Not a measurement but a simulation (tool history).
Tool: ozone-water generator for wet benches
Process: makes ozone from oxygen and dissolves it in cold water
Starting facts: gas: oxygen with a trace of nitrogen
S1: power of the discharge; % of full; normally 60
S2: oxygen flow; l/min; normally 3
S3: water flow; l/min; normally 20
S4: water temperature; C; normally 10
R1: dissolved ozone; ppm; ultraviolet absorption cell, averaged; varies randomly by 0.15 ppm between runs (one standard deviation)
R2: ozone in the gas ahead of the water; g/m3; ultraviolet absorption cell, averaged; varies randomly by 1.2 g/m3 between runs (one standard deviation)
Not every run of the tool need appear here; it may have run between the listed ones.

run	hour	S1	S2	S3	S4	R1	R2
1	0	60	3	20	10	18.2	216.6
2	70.4	60	3	20	10	18	215.6
3	178.9	60	3	20	10	18.1	216.8
4	251.5	60	3	20	13	17.7	216.2
5	345.3	60	3	20	13	17.6	214.2
6	499.3	60	3	20	13	17.8	214.5
7	601.8	60	3	20	13	17.4	217.4
8	680.8	72	3	20	10	21.1	250.4
9	782.8	60	1.8	20	10	16.4	289.7
10	866.9	60	1.8	20	10	16.2	288.8
11	961.8	60	1.8	20	10	16.2	286.9
12	1043.4	60	1.8	20	10	16.2	290.7
13	1174.3	60	1.8	20	10	16.1	288.9
14	1296.8	60	1.8	20	10	16.5	287.6
15	1435	60	3.99	20	10	18.6	181.4
16	1531.7	60	3.99	20	10	18.8	181.4
17	1626.7	60	3.99	20	10	18.5	180.1
18	1733.1	60	3.99	30	10	12.3	181.6
19	1872.7	60	3	14	10	24.9	212.8
20	1982.5	56	2.65	20	10	16.3	215.1
21	2101.2	44	3.26	20	11	13.7	160.1
22	2260.6	42	3.26	20	6	14.3	153.9
23	2395.7	60	2.04	20	7	16.8	267.4
24	2551.7	60	2.04	20	7	16.8	262.5
25	2650.9	60	2.04	20	7	16.8	265
26	2773.8	43	3.36	17	6	16.7	152.7
27	2889.3	45	4.18	17	8	17.6	140.9
28	3025.4	51	2.34	29	8	9.9	216.2
29	3131.2	60	3	20	12	17.3	211.4
30	3282.8	60	3	20	12	17.7	209.8
31	3382.2	49	2.54	12	10	23.8	198.6
32	3469.1	49	2.54	12	10	24	199.4

3 options for the next run, each taken on its own from the tool as it stands now. Forecast them:
A	3551.3	60	1.6	24	10	?	?
B	3551.3	96	3	20	10	?	?
C	3551.3	49	2.85	12	10	?	?

run	R1	R2
A	12.4	301.5
B	25.2	301.4
C	23.9	183.4
With the hidden condition removed and each run's random variation left untouched, the same runs would have given:
run	R1	R2
A	13.5	323.6
B	28.3	333.5
C	25.6	194.3
